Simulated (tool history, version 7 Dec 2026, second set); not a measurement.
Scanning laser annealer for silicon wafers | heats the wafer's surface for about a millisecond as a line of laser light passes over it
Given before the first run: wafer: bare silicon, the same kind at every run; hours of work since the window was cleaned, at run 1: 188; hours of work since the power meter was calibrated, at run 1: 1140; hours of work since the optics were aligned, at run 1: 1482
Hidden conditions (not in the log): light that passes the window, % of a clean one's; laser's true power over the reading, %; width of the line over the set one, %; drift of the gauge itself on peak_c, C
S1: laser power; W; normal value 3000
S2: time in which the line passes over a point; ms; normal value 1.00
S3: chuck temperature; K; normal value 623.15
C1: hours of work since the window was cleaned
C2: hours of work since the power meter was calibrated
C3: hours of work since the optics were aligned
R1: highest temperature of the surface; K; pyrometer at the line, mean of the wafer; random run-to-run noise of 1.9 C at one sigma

run    hour    S1    S2      S3   C1    C2    C3       R1
  1     0.0  3000  1.00  623.15  188  1140  1482  1340.15
  2    30.9  3000  1.00  623.15  204  1155  1498  1341.15
  3    66.9  3000  1.00  623.15  222  1174  1516  1339.15
  4   108.1  3000  1.00  600.15  243  1194  1537  1312.15
      151.8  -- optics aligned, line set to its width
  5   165.4  3000  1.00  623.15  269  1221     7  1351.15
  6   209.1  3000  1.00  623.15  291  1243    29  1351.15
  7   240.0  3000  1.00  623.15  307  1259    45  1350.15
  8   294.6  3000  1.00  623.15  334  1286    72  1349.15
  9   342.6  3000  0.72  623.15  359  1310    96  1225.15
 10   385.2  3000  0.92  623.15  380  1332   118  1316.15
 11   413.8  3000  0.92  623.15  395  1346   132  1316.15
 12   450.8  3000  0.92  623.15  413  1365   151  1312.15
 13   480.6  3000  0.92  612.15  428  1380   166  1301.15
 14   509.1  3000  1.00  593.15  443  1394   180  1316.15
 15   557.6  3000  1.00  593.15  467  1419   205  1312.15
 16   602.8  3000  1.00  593.15  490  1442   228  1312.15
 17   652.6  3000  1.00  593.15  515  1467   253  1313.15
 18   695.9  3182  0.95  623.15  537  1489   275  1374.15
 19   736.2  3182  0.95  623.15  557  1509   295  1374.15
 20   767.3  3182  0.95  623.15  573  1525   311  1373.15
 21   813.0  3000  1.00  608.15  596  1548   334  1323.15
 22   859.3  3007  1.24  590.15  620  1571   357  1402.15
 23   902.2  2681  1.00  642.15  641  1593   379  1258.15
 24   926.2  2971  0.83  623.15  653  1605   391  1255.15
 25   951.0  3000  1.00  593.15  666  1617   403  1304.15
 26   993.7  3000  1.00  593.15  687  1639   425  1304.15
 27  1044.7  2973  1.09  593.15  713  1665   451  1330.15
 28  1077.5  2633  0.85  607.15  730  1681   467  1153.15
 29  1124.6  3247  1.00  623.15  754  1705   491  1404.15
 30  1174.5  3247  1.00  623.15  779  1730   516  1402.15
 31  1224.6  3247  1.00  642.15  804  1756   542  1423.15

Entry by entry between the runs, the difference in hidden state between the last listed run before and the first listed run after:
Run 4 -> run 5: optics aligned, line set to its width (hour 151.8)
  light that passes the window, % of a clean one's: 98.54 -> 98.42; laser's true power over the reading, %: 0.51 -> 0.52; width of the line over the set one, %: 3.24 -> 0.03
  the result without the hidden state subtracted from the measured one, R1: -25.00 -> -10.00 K
